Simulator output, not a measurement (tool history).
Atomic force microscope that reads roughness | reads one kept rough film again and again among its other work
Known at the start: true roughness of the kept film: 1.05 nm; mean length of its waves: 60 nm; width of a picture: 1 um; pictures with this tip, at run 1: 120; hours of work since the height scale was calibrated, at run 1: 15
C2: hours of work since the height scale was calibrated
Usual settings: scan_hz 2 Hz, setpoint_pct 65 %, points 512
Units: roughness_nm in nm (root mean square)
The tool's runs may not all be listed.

{"run": 1, "hour": 0.0, "scan_hz": 2, "setpoint_pct": 65, "points": 512, "pictures with this tip": 120, "C2": 15, "roughness_nm": 0.987}
{"run": 2, "hour": 9.1, "scan_hz": 2, "setpoint_pct": 65, "points": 512, "pictures with this tip": 130, "C2": 19, "roughness_nm": 0.999}
{"hour": 27.2, "done": "new tip fitted"}
{"run": 3, "hour": 28.3, "scan_hz": 2, "setpoint_pct": 65, "points": 512, "pictures with this tip": 2, "C2": 27, "roughness_nm": 1.003}
{"run": 4, "hour": 49.7, "scan_hz": 2, "setpoint_pct": 65, "points": 512, "pictures with this tip": 25, "C2": 37, "roughness_nm": 0.998}
{"run": 5, "hour": 66.4, "scan_hz": 2, "setpoint_pct": 65, "points": 512, "pictures with this tip": 42, "C2": 44, "roughness_nm": 1.007}
{"run": 6, "hour": 80.0, "scan_hz": 2, "setpoint_pct": 65, "points": 512, "pictures with this tip": 57, "C2": 50, "roughness_nm": 1.004}
{"run": 7, "hour": 90.8, "scan_hz": 2, "setpoint_pct": 65, "points": 694, "pictures with this tip": 69, "C2": 55, "roughness_nm": 0.995}
{"run": 8, "hour": 101.8, "scan_hz": 1.03, "setpoint_pct": 65, "points": 512, "pictures with this tip": 80, "C2": 60, "roughness_nm": 1.01}
{"run": 9, "hour": 117.9, "scan_hz": 1.03, "setpoint_pct": 65, "points": 512, "pictures with this tip": 98, "C2": 67, "roughness_nm": 1.018}
{"run": 10, "hour": 131.9, "scan_hz": 1.03, "setpoint_pct": 65, "points": 276, "pictures with this tip": 113, "C2": 73, "roughness_nm": 1.008}
{"run": 11, "hour": 145.7, "scan_hz": 2, "setpoint_pct": 65, "points": 431, "pictures with this tip": 127, "C2": 79, "roughness_nm": 0.996}
{"run": 12, "hour": 158.6, "scan_hz": 2, "setpoint_pct": 65, "points": 832, "pictures with this tip": 141, "C2": 85, "roughness_nm": 0.981}
{"hour": 166.3, "done": "new tip fitted"}
{"run": 13, "hour": 178.9, "scan_hz": 2, "setpoint_pct": 65, "points": 832, "pictures with this tip": 14, "C2": 93, "roughness_nm": 0.996}
{"run": 14, "hour": 189.6, "scan_hz": 2, "setpoint_pct": 65, "points": 512, "pictures with this tip": 25, "C2": 98, "roughness_nm": 1.005}
{"hour": 192.1, "done": "height scale calibrated on a step standard"}
{"run": 15, "hour": 211.5, "scan_hz": 2, "setpoint_pct": 65, "points": 512, "pictures with this tip": 47, "C2": 9, "roughness_nm": 0.999}
{"run": 16, "hour": 224.1, "scan_hz": 2, "setpoint_pct": 65, "points": 512, "pictures with this tip": 61, "C2": 14, "roughness_nm": 1.003}
{"run": 17, "hour": 244.8, "scan_hz": 2, "setpoint_pct": 65, "points": 512, "pictures with this tip": 83, "C2": 23, "roughness_nm": 0.998}
{"hour": 247.8, "done": "height scale calibrated on a step standard, once more"}
{"run": 18, "hour": 259.3, "scan_hz": 1.12, "setpoint_pct": 65, "points": 559, "pictures with this tip": 98, "C2": 5, "roughness_nm": 1.006}
{"run": 19, "hour": 271.0, "scan_hz": 3.81, "setpoint_pct": 69, "points": 559, "pictures with this tip": 110, "C2": 10, "roughness_nm": 0.948}
{"run": 20, "hour": 285.2, "scan_hz": 3.81, "setpoint_pct": 69, "points": 559, "pictures with this tip": 125, "C2": 16, "roughness_nm": 0.938}
{"run": 21, "hour": 297.6, "scan_hz": 3.81, "setpoint_pct": 69, "points": 297, "pictures with this tip": 139, "C2": 22, "roughness_nm": 0.928}
{"hour": 307.1, "done": "new tip fitted"}
{"run": 22, "hour": 310.3, "scan_hz": 2, "setpoint_pct": 68, "points": 512, "pictures with this tip": 4, "C2": 27, "roughness_nm": 0.985}
{"run": 23, "hour": 321.5, "scan_hz": 2, "setpoint_pct": 68, "points": 512, "pictures with this tip": 16, "C2": 32, "roughness_nm": 0.997}
{"run": 24, "hour": 342.0, "scan_hz": 1.21, "setpoint_pct": 59, "points": 615, "pictures with this tip": 38, "C2": 41, "roughness_nm": 1.023}
{"run": 25, "hour": 357.8, "scan_hz": 2, "setpoint_pct": 78, "points": 512, "pictures with this tip": 55, "C2": 48, "roughness_nm": 0.965}
{"run": 26, "hour": 372.2, "scan_hz": 2, "setpoint_pct": 78, "points": 512, "pictures with this tip": 70, "C2": 55, "roughness_nm": 0.963}
{"run": 27, "hour": 383.0, "scan_hz": 2, "setpoint_pct": 68, "points": 402, "pictures with this tip": 82, "C2": 59, "roughness_nm": 0.983}
{"run": 28, "hour": 402.2, "scan_hz": 2.35, "setpoint_pct": 86, "points": 600, "pictures with this tip": 102, "C2": 68, "roughness_nm": 0.909}
{"run": 29, "hour": 415.2, "scan_hz": 2, "setpoint_pct": 71, "points": 648, "pictures with this tip": 116, "C2": 73, "roughness_nm": 0.972}
{"run": 30, "hour": 427.5, "scan_hz": 2, "setpoint_pct": 71, "points": 648, "pictures with this tip": 129, "C2": 79, "roughness_nm": 0.971}
{"hour": 445.5, "done": "new tip fitted"}
{"run": 31, "hour": 445.5, "scan_hz": 0.71, "setpoint_pct": 71, "points": 648, "pictures with this tip": 0, "C2": 87, "roughness_nm": 1.015}
{"run": 32, "hour": 454.6, "scan_hz": 1.67, "setpoint_pct": 58, "points": 585, "pictures with this tip": 10, "C2": 91, "roughness_nm": 1.023}
{"run": 33, "hour": 474.7, "scan_hz": 0.86, "setpoint_pct": 87, "points": 897, "pictures with this tip": 31, "C2": 99, "roughness_nm": 0.979}

Forecast each of these 3 alternatives for the next run:
{"run": "A", "hour": 488.8, "scan_hz": 1.91, "setpoint_pct": 76, "points": 348, "pictures with this tip": 47, "C2": 106, "roughness_nm": "?"}
{"run": "B", "hour": 488.8, "scan_hz": 0.86, "setpoint_pct": 87, "points": 498, "pictures with this tip": 47, "C2": 106, "roughness_nm": "?"}
{"run": "C", "hour": 488.8, "scan_hz": 2, "setpoint_pct": 83, "points": 512, "pictures with this tip": 47, "C2": 106, "roughness_nm": "?"}

run=A roughness_nm=0.969
run=B roughness_nm=0.988
run=C roughness_nm=0.94
Without the tool's hidden state the same runs would have given:
run=A roughness_nm=0.976
run=B roughness_nm=0.995
run=C roughness_nm=0.946
